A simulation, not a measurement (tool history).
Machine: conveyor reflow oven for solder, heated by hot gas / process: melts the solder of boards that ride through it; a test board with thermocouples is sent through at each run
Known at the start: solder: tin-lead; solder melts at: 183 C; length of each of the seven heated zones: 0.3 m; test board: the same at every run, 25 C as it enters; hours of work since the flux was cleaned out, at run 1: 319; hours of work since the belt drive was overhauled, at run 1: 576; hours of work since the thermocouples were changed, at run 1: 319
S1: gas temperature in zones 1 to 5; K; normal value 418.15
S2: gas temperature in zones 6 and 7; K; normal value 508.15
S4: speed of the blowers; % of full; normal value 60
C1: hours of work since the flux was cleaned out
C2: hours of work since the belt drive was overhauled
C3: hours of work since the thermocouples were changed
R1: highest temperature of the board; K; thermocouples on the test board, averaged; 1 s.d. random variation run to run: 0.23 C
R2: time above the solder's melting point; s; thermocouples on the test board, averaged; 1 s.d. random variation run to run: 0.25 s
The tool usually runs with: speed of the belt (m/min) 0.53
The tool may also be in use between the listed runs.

run 1 day=0 | S1=418.15 S2=508.15 speed_of_the_belt_(m/min)=0.53 S4=60 | C1=319 C2=576 C3=319 | R1=485.55 R2=48
run 2 day=0.971 | S1=418.15 S2=505.15 speed_of_the_belt_(m/min)=0.53 S4=60 | C1=337 C2=594 C3=337 | R1=482.85 R2=46
run 3 day=1.846 | S1=418.15 S2=505.15 speed_of_the_belt_(m/min)=0.53 S4=60 | C1=353 C2=611 C3=353 | R1=483.05 R2=46
run 4 day=2.717 | S1=418.15 S2=508.15 speed_of_the_belt_(m/min)=0.53 S4=60 | C1=370 C2=627 C3=370 | R1=485.35 R2=47.9
run 5 day=3.496 | S1=418.15 S2=508.15 speed_of_the_belt_(m/min)=0.53 S4=60 | C1=384 C2=642 C3=384 | R1=485.35 R2=47.8
run 6 day=4.771 | S1=418.15 S2=508.15 speed_of_the_belt_(m/min)=0.53 S4=60 | C1=408 C2=666 C3=408 | R1=485.65 R2=48.5
run 7 day=5.696 | S1=418.15 S2=508.15 speed_of_the_belt_(m/min)=0.53 S4=60 | C1=426 C2=683 C3=426 | R1=485.45 R2=47.5
run 8 day=6.75 | S1=418.15 S2=508.15 speed_of_the_belt_(m/min)=0.53 S4=60 | C1=446 C2=703 C3=446 | R1=485.35 R2=47.7
run 9 day=7.638 | S1=418.15 S2=508.15 speed_of_the_belt_(m/min)=0.53 S4=60 | C1=462 C2=720 C3=462 | R1=485.25 R2=47.7
run 10 day=8.208 | S1=418.15 S2=508.15 speed_of_the_belt_(m/min)=0.508 S4=60 | C1=473 C2=730 C3=473 | R1=486.55 R2=51.7
run 11 day=9.054 | S1=418.15 S2=504.15 speed_of_the_belt_(m/min)=0.53 S4=60 | C1=489 C2=746 C3=489 | R1=481.95 R2=45
-- day=9.638 flux residue cleaned out of gas plates and filters
-- day=10.021 thermocouples of zones 6 and 7 changed
run 12 day=10.35 | S1=418.15 S2=504.15 speed_of_the_belt_(m/min)=0.53 S4=60 | C1=12 C2=765 C3=6 | R1=481.85 R2=45.3
-- day=10.9 belt drive overhauled, speed set with a stopwatch
run 13 day=11.35 | S1=418.15 S2=504.15 speed_of_the_belt_(m/min)=0.53 S4=60 | C1=27 C2=9 C3=22 | R1=482.05 R2=45.2
run 14 day=12.088 | S1=405.15 S2=508.15 speed_of_the_belt_(m/min)=0.53 S4=60 | C1=41 C2=22 C3=36 | R1=482.15 R2=41.4
run 15 day=13.433 | S1=405.15 S2=508.15 speed_of_the_belt_(m/min)=0.53 S4=60 | C1=67 C2=48 C3=61 | R1=482.15 R2=41
run 16 day=14.6 | S1=405.15 S2=508.15 speed_of_the_belt_(m/min)=0.53 S4=60 | C1=89 C2=70 C3=83 | R1=482.25 R2=40.9
run 17 day=15.479 | S1=418.15 S2=510.15 speed_of_the_belt_(m/min)=0.496 S4=60 | C1=105 C2=86 C3=99 | R1=489.45 R2=55
run 18 day=16.35 | S1=409.15 S2=508.15 speed_of_the_belt_(m/min)=0.53 S4=67 | C1=121 C2=102 C3=116 | R1=485.35 R2=45.3
run 19 day=17.446 | S1=409.15 S2=508.15 speed_of_the_belt_(m/min)=0.53 S4=67 | C1=142 C2=123 C3=136 | R1=485.75 R2=44.9
run 20 day=18.467 | S1=409.15 S2=508.15 speed_of_the_belt_(m/min)=0.53 S4=67 | C1=161 C2=142 C3=156 | R1=485.15 R2=45.4
run 21 day=19.758 | S1=418.15 S2=508.15 speed_of_the_belt_(m/min)=0.434 S4=86 | C1=185 C2=166 C3=180 | R1=497.25 R2=70.6
run 22 day=20.85 | S1=408.15 S2=508.15 speed_of_the_belt_(m/min)=0.587 S4=86 | C1=206 C2=187 C3=200 | R1=486.15 R2=40.9
run 23 day=22.162 | S1=408.15 S2=508.15 speed_of_the_belt_(m/min)=0.587 S4=86 | C1=231 C2=212 C3=225 | R1=486.25 R2=41.3
run 24 day=22.896 | S1=408.15 S2=508.15 speed_of_the_belt_(m/min)=0.587 S4=86 | C1=244 C2=225 C3=239 | R1=486.45 R2=41.7
run 25 day=24.079 | S1=408.15 S2=508.15 speed_of_the_belt_(m/min)=0.527 S4=86 | C1=267 C2=248 C3=261 | R1=489.85 R2=49.7
run 26 day=25.3 | S1=408.15 S2=508.15 speed_of_the_belt_(m/min)=0.527 S4=86 | C1=290 C2=271 C3=284 | R1=490.35 R2=49.7
run 27 day=25.988 | S1=406.15 S2=508.15 speed_of_the_belt_(m/min)=0.499 S4=60 | C1=302 C2=283 C3=297 | R1=484.65 R2=46.8
run 28 day=27.054 | S1=406.15 S2=502.15 speed_of_the_belt_(m/min)=0.523 S4=60 | C1=322 C2=303 C3=317 | R1=478.25 R2=38.2
run 29 day=27.708 | S1=406.15 S2=502.15 speed_of_the_belt_(m/min)=0.523 S4=60 | C1=335 C2=316 C3=329 | R1=477.75 R2=37.9
run 30 day=28.896 | S1=419.15 S2=504.15 speed_of_the_belt_(m/min)=0.523 S4=87 | C1=357 C2=338 C3=352 | R1=488.65 R2=53.2
run 31 day=29.6 | S1=412.15 S2=504.15 speed_of_the_belt_(m/min)=0.523 S4=87 | C1=370 C2=351 C3=365 | R1=487.55 R2=49.7

Below are 3 alternative next runs, each starting from the tool's condition after run 31. Predict each:
run A day=30.575 | S1=413.15 S2=502.15 speed_of_the_belt_(m/min)=0.523 S4=85 | C1=389 C2=370 C3=383 | R1=? R2=?
run B day=30.575 | S1=417.15 S2=508.15 speed_of_the_belt_(m/min)=0.53 S4=60 | C1=389 C2=370 C3=383 | R1=? R2=?
run C day=30.575 | S1=413.15 S2=514.15 speed_of_the_belt_(m/min)=0.53 S4=60 | C1=389 C2=370 C3=383 | R1=? R2=?

run=A R1=485.85 R2=48.7
run=B R1=485.65 R2=47.3
run=C R1=489.05 R2=48.8
Had the tool no hidden state, the same runs would have come out as:
run=A R1=485.85 R2=48.7
run=B R1=485.65 R2=47.3
run=C R1=489.05 R2=48.8
